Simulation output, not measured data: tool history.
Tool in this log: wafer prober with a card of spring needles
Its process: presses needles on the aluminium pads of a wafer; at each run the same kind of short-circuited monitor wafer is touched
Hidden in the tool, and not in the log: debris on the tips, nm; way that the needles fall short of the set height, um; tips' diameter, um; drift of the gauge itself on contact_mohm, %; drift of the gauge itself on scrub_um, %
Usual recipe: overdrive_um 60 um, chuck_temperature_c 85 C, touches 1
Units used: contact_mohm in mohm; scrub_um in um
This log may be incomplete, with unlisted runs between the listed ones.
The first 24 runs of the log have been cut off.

run,hour,overdrive_um,chuck_temperature_c,touches,touches since the tips were cleaned,cleanings since the card got new needles,touches since the first contact's height was set,contact_mohm,scrub_um
25,633.5,48,51,1,3789,56,108662,337,12.54
# hour 643.9: tips cleaned on abrasive film
26,664.3,48,51,1,3971,57,114634,342,12.51
# hour 672: tips cleaned on abrasive film
# hour 699.1: tips cleaned on abrasive film
27,699.1,48,51,1,0,59,121367,187,12.46
28,716.9,57,55,1,3465,59,124832,292,14.96
# hour 727.5: tips cleaned on abrasive film
29,743.2,44,85,2,3044,60,129926,286,11.39
# hour 756.1: tips cleaned on abrasive film
30,762.8,60,123,1,1300,61,133722,234,15.67
31,780.8,60,89,2,4807,61,137229,243,15.66
# hour 783.2: tips cleaned on abrasive film
32,802.6,60,89,2,3773,62,141452,240,15.72
# hour 810.8: tips cleaned on abrasive film
33,828.9,57,89,2,3514,63,146548,247,14.85

Forecast each of these 4 alternatives for the next run:
# hour 839.1: tips cleaned on abrasive film
A,856.6,57,119,2,3397,64,151915,?,?
# hour 839.1: tips cleaned on abrasive film
B,856.6,52,27,2,3397,64,151915,?,?
# hour 839.1: tips cleaned on abrasive film
C,856.6,78,38,2,3397,64,151915,?,?
# hour 839.1: tips cleaned on abrasive film
D,856.6,79,48,2,3397,64,151915,?,?

run,contact_mohm,scrub_um
A,249,14.86
B,259,13.41
C,206,20.63
D,207,20.78
With no hidden state in the tool, these same runs would have given:
run,contact_mohm,scrub_um
A,175,15.58
B,158,14.12
C,157,21.34
D,159,21.49

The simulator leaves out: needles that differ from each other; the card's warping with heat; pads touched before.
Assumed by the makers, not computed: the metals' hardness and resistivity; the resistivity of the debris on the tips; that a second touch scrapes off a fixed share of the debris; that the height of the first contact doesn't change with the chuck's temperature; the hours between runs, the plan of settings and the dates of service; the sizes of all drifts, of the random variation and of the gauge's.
